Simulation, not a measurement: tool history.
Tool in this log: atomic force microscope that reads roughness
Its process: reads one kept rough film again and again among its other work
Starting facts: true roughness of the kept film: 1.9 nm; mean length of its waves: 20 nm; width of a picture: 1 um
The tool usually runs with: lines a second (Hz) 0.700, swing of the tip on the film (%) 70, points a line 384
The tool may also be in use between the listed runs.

run,hour,lines a second (Hz),swing of the tip on the film (%),points a line,roughness of the kept film (nm (root mean square))
1,0.0,0.700,70,384,1.482
2,42.5,0.700,70,418,1.450
3,73.6,0.654,70,418,1.416
# hour 121.9: new tip fitted
4,121.9,2.153,70,384,1.575
5,177.2,2.153,85,384,1.395
6,243.9,2.153,85,384,1.320
7,276.7,2.153,85,384,1.308
8,315.5,0.700,70,836,1.460
9,370.7,0.700,70,384,1.394
# hour 405.1: new tip fitted
10,427.6,0.700,70,384,1.628
11,500.3,0.700,70,384,1.555
12,540.2,0.700,70,384,1.514
13,579.6,0.700,70,384,1.466
14,629.4,0.700,70,384,1.410
15,676.6,0.700,70,384,1.381
# hour 689.7: new tip fitted
16,714.0,0.700,78,384,1.588
17,785.1,0.700,78,384,1.511
18,848.9,0.700,78,480,1.459
19,901.3,0.700,70,498,1.421
20,943.5,0.700,70,384,1.374
# hour 976.6: new tip fitted
21,977.5,0.552,73,949,1.672

For run 22, what comes out?
22,1027.2,0.935,66,577,?

Run 22 produced roughness of the kept film (nm (root mean square)) 1.593.
Had the tool carried no hidden state, the very same run would have given roughness of the kept film (nm (root mean square)) 1.665.

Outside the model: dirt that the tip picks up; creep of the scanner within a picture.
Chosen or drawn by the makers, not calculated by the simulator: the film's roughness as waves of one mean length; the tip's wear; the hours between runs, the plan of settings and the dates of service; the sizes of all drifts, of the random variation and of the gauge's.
